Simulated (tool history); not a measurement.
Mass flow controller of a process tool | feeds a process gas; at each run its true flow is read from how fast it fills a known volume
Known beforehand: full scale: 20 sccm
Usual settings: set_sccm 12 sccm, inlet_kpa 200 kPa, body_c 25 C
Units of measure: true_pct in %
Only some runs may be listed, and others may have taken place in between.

{"run": 1, "day": 0.0, "set_sccm": 12, "inlet_kpa": 200, "body_c": 25, "true_pct": 100.9}
{"run": 2, "day": 12.971, "set_sccm": 4, "inlet_kpa": 200, "body_c": 25, "true_pct": 99.4}
{"run": 3, "day": 23.083, "set_sccm": 4, "inlet_kpa": 200, "body_c": 25, "true_pct": 99.2}
{"run": 4, "day": 31.054, "set_sccm": 4, "inlet_kpa": 200, "body_c": 25, "true_pct": 99.08}
{"run": 5, "day": 45.45, "set_sccm": 12, "inlet_kpa": 200, "body_c": 25, "true_pct": 100.67}
{"run": 6, "day": 58.121, "set_sccm": 12, "inlet_kpa": 200, "body_c": 25, "true_pct": 100.84}
{"run": 7, "day": 76.429, "set_sccm": 12, "inlet_kpa": 200, "body_c": 25, "true_pct": 100.69}
{"run": 8, "day": 93.758, "set_sccm": 12, "inlet_kpa": 200, "body_c": 25, "true_pct": 100.65}
{"run": 9, "day": 102.267, "set_sccm": 12, "inlet_kpa": 157, "body_c": 25, "true_pct": 100.59}
{"run": 10, "day": 111.046, "set_sccm": 4, "inlet_kpa": 157, "body_c": 30, "true_pct": 97.35}
{"run": 11, "day": 127.446, "set_sccm": 4, "inlet_kpa": 157, "body_c": 30, "true_pct": 97.11}
{"run": 12, "day": 144.15, "set_sccm": 4, "inlet_kpa": 151, "body_c": 30, "true_pct": 96.73}
{"run": 13, "day": 157.679, "set_sccm": 18, "inlet_kpa": 219, "body_c": 29, "true_pct": 101.63}
{"run": 14, "day": 170.008, "set_sccm": 5, "inlet_kpa": 220, "body_c": 29, "true_pct": 97.51}
{"run": 15, "day": 185.862, "set_sccm": 5, "inlet_kpa": 274, "body_c": 20, "true_pct": 98.1}
{"run": 16, "day": 196.767, "set_sccm": 19, "inlet_kpa": 200, "body_c": 25, "true_pct": 102.1}
{"run": 17, "day": 211.654, "set_sccm": 12, "inlet_kpa": 153, "body_c": 35, "true_pct": 99.87}
{"run": 18, "day": 221.742, "set_sccm": 12, "inlet_kpa": 153, "body_c": 35, "true_pct": 99.89}

Below are 3 alternative next runs, each starting from the tool's condition after run 18. Predict each:
{"run": "A", "day": 233.296, "set_sccm": 12, "inlet_kpa": 200, "body_c": 33, "true_pct": "?"}
{"run": "B", "day": 233.296, "set_sccm": 12, "inlet_kpa": 174, "body_c": 35, "true_pct": "?"}
{"run": "C", "day": 233.296, "set_sccm": 7, "inlet_kpa": 187, "body_c": 39, "true_pct": "?"}

run=A true_pct=99.96
run=B true_pct=99.78
run=C true_pct=97.52
Without the tool's unlogged condition, the same runs would have read:
run=A true_pct=98.51
run=B true_pct=98.33
run=C true_pct=97.44
